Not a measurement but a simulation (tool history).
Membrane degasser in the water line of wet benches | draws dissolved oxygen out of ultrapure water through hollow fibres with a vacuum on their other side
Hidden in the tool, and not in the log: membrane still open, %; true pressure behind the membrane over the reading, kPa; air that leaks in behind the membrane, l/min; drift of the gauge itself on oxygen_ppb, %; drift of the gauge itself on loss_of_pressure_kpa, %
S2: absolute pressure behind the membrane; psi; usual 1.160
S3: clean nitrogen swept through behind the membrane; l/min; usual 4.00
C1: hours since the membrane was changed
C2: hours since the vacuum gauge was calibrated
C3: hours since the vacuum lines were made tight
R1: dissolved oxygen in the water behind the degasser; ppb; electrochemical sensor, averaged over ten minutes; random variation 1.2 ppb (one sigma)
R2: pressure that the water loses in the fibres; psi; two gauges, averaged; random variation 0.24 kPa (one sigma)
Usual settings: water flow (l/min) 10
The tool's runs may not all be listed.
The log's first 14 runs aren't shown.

run 15 hour=457.1 | water_flow_(l/min)=10 S2=1.160 S3=4.00 | C1=1255 C2=136 C3=3629 | R1=117.1 R2=9.184
run 16 hour=492.5 | water_flow_(l/min)=10 S2=1.160 S3=4.00 | C1=1290 C2=172 C3=3664 | R1=118.2 R2=9.216
run 17 hour=519.7 | water_flow_(l/min)=10 S2=1.160 S3=4.34 | C1=1317 C2=199 C3=3691 | R1=115.7 R2=9.142
-- hour=546.3 vacuum gauge calibrated, once more
run 18 hour=551.2 | water_flow_(l/min)=10 S2=1.160 S3=7.50 | C1=1348 C2=5 C3=3722 | R1=103.6 R2=9.143
run 19 hour=599.3 | water_flow_(l/min)=7 S2=1.160 S3=4.00 | C1=1396 C2=53 C3=3771 | R1=64.1 R2=6.389
run 20 hour=640.6 | water_flow_(l/min)=7 S2=1.160 S3=4.00 | C1=1438 C2=94 C3=3812 | R1=64.8 R2=6.403
run 21 hour=684.1 | water_flow_(l/min)=10 S2=1.141 S3=5.67 | C1=1481 C2=138 C3=3855 | R1=108.9 R2=9.127
run 22 hour=708.4 | water_flow_(l/min)=10 S2=1.141 S3=5.67 | C1=1505 C2=162 C3=3880 | R1=107.1 R2=9.177
run 23 hour=756.5 | water_flow_(l/min)=7 S2=1.141 S3=2.14 | C1=1553 C2=210 C3=3928 | R1=82.0 R2=6.377
run 24 hour=780.5 | water_flow_(l/min)=11 S2=1.314 S3=8.86 | C1=1578 C2=234 C3=3952 | R1=121.0 R2=10.129
run 25 hour=817.7 | water_flow_(l/min)=9 S2=1.656 S3=4.80 | C1=1615 C2=271 C3=3989 | R1=112.4 R2=8.250
run 26 hour=845.5 | water_flow_(l/min)=9 S2=1.656 S3=4.80 | C1=1642 C2=299 C3=4017 | R1=109.4 R2=8.282
run 27 hour=892.7 | water_flow_(l/min)=9 S2=1.656 S3=4.80 | C1=1690 C2=346 C3=4064 | R1=111.0 R2=8.238
run 28 hour=935.0 | water_flow_(l/min)=6 S2=2.695 S3=2.74 | C1=1732 C2=389 C3=4106 | R1=116.3 R2=5.514
run 29 hour=971.6 | water_flow_(l/min)=10 S2=1.105 S3=7.19 | C1=1769 C2=425 C3=4143 | R1=103.2 R2=9.232
run 30 hour=1007.6 | water_flow_(l/min)=6 S2=0.775 S3=7.19 | C1=1805 C2=461 C3=4179 | R1=35.0 R2=5.517
run 31 hour=1039.0 | water_flow_(l/min)=6 S2=0.775 S3=7.19 | C1=1836 C2=493 C3=4210 | R1=35.2 R2=5.523
run 32 hour=1074.9 | water_flow_(l/min)=10 S2=2.891 S3=1.84 | C1=1872 C2=529 C3=4246 | R1=308.9 R2=9.153

3 ways to go on from here, each from the tool as it stands after run 32. What would each give?
run A hour=1118.6 | water_flow_(l/min)=7 S2=1.981 S3=4.00 | C1=1916 C2=572 C3=4290 | R1=? R2=?
run B hour=1118.6 | water_flow_(l/min)=10 S2=2.891 S3=10.76 | C1=1916 C2=572 C3=4290 | R1=? R2=?
run C hour=1118.6 | water_flow_(l/min)=10 S2=1.099 S3=1.84 | C1=1916 C2=572 C3=4290 | R1=? R2=?

run=A R1=90.4 R2=6.432
run=B R1=126.5 R2=9.249
run=C R1=147.9 R2=9.175
Without the tool's hidden state the same runs would have given:
run=A R1=85.1 R2=6.335
run=B R1=119.5 R2=9.110
run=C R1=139.1 R2=9.036

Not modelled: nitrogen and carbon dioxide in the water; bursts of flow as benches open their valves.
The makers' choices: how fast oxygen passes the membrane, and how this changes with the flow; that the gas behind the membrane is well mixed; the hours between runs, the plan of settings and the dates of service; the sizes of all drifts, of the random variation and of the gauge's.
